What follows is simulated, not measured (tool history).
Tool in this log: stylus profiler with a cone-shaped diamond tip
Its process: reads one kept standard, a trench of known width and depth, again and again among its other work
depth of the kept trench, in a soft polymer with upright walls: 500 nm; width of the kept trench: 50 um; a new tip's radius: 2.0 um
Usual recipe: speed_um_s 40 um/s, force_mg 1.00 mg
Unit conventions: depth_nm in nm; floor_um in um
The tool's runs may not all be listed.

run 1 day=0.000 | speed_um_s=40 force_mg=1.00 | depth_nm=504.85 floor_um=46.46
run 2 day=2.617 | speed_um_s=40 force_mg=0.74 | depth_nm=504.40 floor_um=46.42
run 3 day=4.871 | speed_um_s=104 force_mg=1.00 | depth_nm=505.11 floor_um=45.91
run 4 day=7.817 | speed_um_s=40 force_mg=1.92 | depth_nm=507.22 floor_um=46.49
run 5 day=9.517 | speed_um_s=46 force_mg=1.00 | depth_nm=504.99 floor_um=46.36
run 6 day=12.204 | speed_um_s=40 force_mg=1.00 | depth_nm=504.98 floor_um=46.42
run 7 day=14.142 | speed_um_s=40 force_mg=1.00 | depth_nm=505.07 floor_um=46.36
run 8 day=16.671 | speed_um_s=40 force_mg=1.00 | depth_nm=505.22 floor_um=46.34
run 9 day=18.867 | speed_um_s=40 force_mg=0.45 | depth_nm=503.57 floor_um=46.15
run 10 day=21.883 | speed_um_s=40 force_mg=1.03 | depth_nm=505.45 floor_um=46.30
run 11 day=23.588 | speed_um_s=40 force_mg=1.03 | depth_nm=505.13 floor_um=46.24
run 12 day=24.862 | speed_um_s=40 force_mg=1.03 | depth_nm=505.33 floor_um=46.29
run 13 day=26.846 | speed_um_s=39 force_mg=0.48 | depth_nm=503.76 floor_um=46.14
run 14 day=29.292 | speed_um_s=15 force_mg=1.18 | depth_nm=505.61 floor_um=46.47
run 15 day=31.792 | speed_um_s=15 force_mg=0.68 | depth_nm=504.45 floor_um=46.41
run 16 day=34.850 | speed_um_s=15 force_mg=0.68 | depth_nm=504.45 floor_um=46.39
run 17 day=37.525 | speed_um_s=100 force_mg=0.60 | depth_nm=504.30 floor_um=45.48
run 18 day=39.671 | speed_um_s=57 force_mg=0.60 | depth_nm=504.39 floor_um=45.92
run 19 day=42.479 | speed_um_s=120 force_mg=0.42 | depth_nm=503.79 floor_um=45.03
run 20 day=45.162 | speed_um_s=44 force_mg=0.42 | depth_nm=503.80 floor_um=45.89
run 21 day=46.900 | speed_um_s=24 force_mg=1.98 | depth_nm=508.12 floor_um=46.35
run 22 day=48.625 | speed_um_s=26 force_mg=0.55 | depth_nm=504.24 floor_um=46.16

5 ways to go on from here, each from the tool as it stands after run 22. What would each give?
-- day=49.454 new tip fitted, height scale calibrated
run A day=51.492 | speed_um_s=40 force_mg=1.36 | depth_nm=? floor_um=?
-- day=49.454 new tip fitted, height scale calibrated
run B day=51.492 | speed_um_s=30 force_mg=0.91 | depth_nm=? floor_um=?
-- day=49.454 new tip fitted, height scale calibrated
run C day=51.492 | speed_um_s=73 force_mg=1.00 | depth_nm=? floor_um=?
-- day=49.454 new tip fitted, height scale calibrated
run D day=51.492 | speed_um_s=60 force_mg=0.63 | depth_nm=? floor_um=?
-- day=49.454 new tip fitted, height scale calibrated
run E day=51.492 | speed_um_s=78 force_mg=2.25 | depth_nm=? floor_um=?

run=A depth_nm=504.77 floor_um=47.07
run=B depth_nm=503.46 floor_um=47.15
run=C depth_nm=503.85 floor_um=46.78
run=D depth_nm=502.81 floor_um=46.73
run=E depth_nm=506.50 floor_um=46.95
The same runs, with their run-to-run variation unchanged, on a tool lacking any hidden condition would have given:
run=A depth_nm=504.75 floor_um=47.04
run=B depth_nm=503.44 floor_um=47.11
run=C depth_nm=503.83 floor_um=46.75
run=D depth_nm=502.79 floor_um=46.70
run=E depth_nm=506.48 floor_um=46.92
